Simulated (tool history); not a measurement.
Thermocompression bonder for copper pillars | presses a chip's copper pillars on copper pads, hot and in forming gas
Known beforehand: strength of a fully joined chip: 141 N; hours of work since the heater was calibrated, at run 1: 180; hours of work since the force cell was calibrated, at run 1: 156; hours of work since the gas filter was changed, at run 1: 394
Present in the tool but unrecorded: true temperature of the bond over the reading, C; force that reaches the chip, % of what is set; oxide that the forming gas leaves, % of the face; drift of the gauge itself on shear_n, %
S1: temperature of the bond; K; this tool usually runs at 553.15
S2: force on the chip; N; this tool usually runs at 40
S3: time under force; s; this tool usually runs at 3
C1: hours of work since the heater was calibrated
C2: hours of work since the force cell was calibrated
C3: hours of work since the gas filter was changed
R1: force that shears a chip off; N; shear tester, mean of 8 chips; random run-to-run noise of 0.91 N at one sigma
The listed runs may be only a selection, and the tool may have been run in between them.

run 1 hour=0 | S1=553.15 S2=40 S3=3 | C1=180 C2=156 C3=394 | R1=77.1
run 2 hour=10.8 | S1=553.15 S2=40 S3=3 | C1=189 C2=164 C3=402 | R1=75.4
run 3 hour=19.8 | S1=553.15 S2=40 S3=3 | C1=195 C2=171 C3=409 | R1=74
run 4 hour=26 | S1=553.15 S2=40 S3=3 | C1=200 C2=176 C3=414 | R1=74.7
run 5 hour=36.1 | S1=553.15 S2=40 S3=3 | C1=208 C2=183 C3=422 | R1=75.1
run 6 hour=41.4 | S1=553.15 S2=40 S3=3 | C1=212 C2=187 C3=426 | R1=76.2
run 7 hour=52.6 | S1=553.15 S2=40 S3=3 | C1=221 C2=196 C3=434 | R1=74.3
run 8 hour=59 | S1=553.15 S2=40 S3=3 | C1=225 C2=201 C3=439 | R1=77.5
run 9 hour=63.5 | S1=553.15 S2=40 S3=3 | C1=229 C2=204 C3=443 | R1=73.4
-- hour=65.8 forming gas filter changed
run 10 hour=68.5 | S1=553.15 S2=40 S3=3 | C1=232 C2=208 C3=2 | R1=76.2
run 11 hour=78.5 | S1=553.15 S2=40 S3=3 | C1=240 C2=215 C3=10 | R1=73
run 12 hour=89.2 | S1=553.15 S2=40 S3=3 | C1=248 C2=224 C3=18 | R1=75.2
run 13 hour=95.4 | S1=553.15 S2=40 S3=3 | C1=253 C2=228 C3=23 | R1=77.4
run 14 hour=102 | S1=553.15 S2=40 S3=3 | C1=258 C2=233 C3=28 | R1=76.4
run 15 hour=107.3 | S1=553.15 S2=40 S3=3 | C1=262 C2=237 C3=32 | R1=75.8
run 16 hour=112.1 | S1=553.15 S2=40 S3=3 | C1=266 C2=241 C3=35 | R1=76.2
run 17 hour=120.2 | S1=553.15 S2=40 S3=3 | C1=272 C2=247 C3=42 | R1=75
run 18 hour=131.3 | S1=553.15 S2=40 S3=3 | C1=280 C2=256 C3=50 | R1=75
run 19 hour=140.5 | S1=553.15 S2=40 S3=3 | C1=287 C2=263 C3=57 | R1=77.8
run 20 hour=149.3 | S1=553.15 S2=40 S3=3 | C1=294 C2=270 C3=64 | R1=76
run 21 hour=158.3 | S1=553.15 S2=28 S3=3 | C1=301 C2=276 C3=71 | R1=62.2
run 22 hour=168.9 | S1=553.15 S2=28 S3=3 | C1=309 C2=285 C3=79 | R1=62.4
run 23 hour=174.3 | S1=553.15 S2=28 S3=3 | C1=313 C2=289 C3=83 | R1=63.4
run 24 hour=179.4 | S1=553.15 S2=28 S3=3 | C1=317 C2=293 C3=87 | R1=62.3
run 25 hour=184.9 | S1=553.15 S2=28 S3=3 | C1=321 C2=297 C3=91 | R1=63.2
run 26 hour=193.6 | S1=569.15 S2=26 S3=6 | C1=328 C2=303 C3=98 | R1=94
run 27 hour=201.8 | S1=569.15 S2=26 S3=6 | C1=334 C2=310 C3=104 | R1=93
run 28 hour=209.7 | S1=569.15 S2=26 S3=6 | C1=340 C2=316 C3=110 | R1=94.9
run 29 hour=214.8 | S1=569.15 S2=26 S3=6 | C1=344 C2=320 C3=114 | R1=93.7
run 30 hour=219.9 | S1=569.15 S2=26 S3=6 | C1=348 C2=324 C3=118 | R1=93.9
run 31 hour=224.8 | S1=546.15 S2=40 S3=3 | C1=352 C2=327 C3=122 | R1=66.6
run 32 hour=232.3 | S1=575.15 S2=24 S3=2 | C1=358 C2=333 C3=127 | R1=67.9
run 33 hour=237.4 | S1=553.15 S2=27 S3=3 | C1=362 C2=337 C3=131 | R1=61.9
run 34 hour=244.6 | S1=580.15 S2=36 S3=2 | C1=367 C2=342 C3=137 | R1=88.3
run 35 hour=253.4 | S1=552.15 S2=31 S3=3 | C1=374 C2=349 C3=144 | R1=64.5
run 36 hour=258.9 | S1=553.15 S2=40 S3=3 | C1=378 C2=353 C3=148 | R1=74.7
run 37 hour=266.6 | S1=553.15 S2=42 S3=8 | C1=384 C2=359 C3=154 | R1=101.9
run 38 hour=274 | S1=562.15 S2=40 S3=4 | C1=390 C2=365 C3=159 | R1=92.4
run 39 hour=284.2 | S1=558.15 S2=39 S3=3 | C1=397 C2=373 C3=167 | R1=78.5
run 40 hour=290.5 | S1=558.15 S2=39 S3=3 | C1=402 C2=378 C3=172 | R1=79.6

How the hidden state differs across the entries between the runs, from the last listed run before each to the first after it:
Run 9 -> run 10: forming gas filter changed (hour 65.8)
  force that reaches the chip, % of what is set: 100 -> 100.1; oxide that the forming gas leaves, % of the face: 0.97 -> 0.51
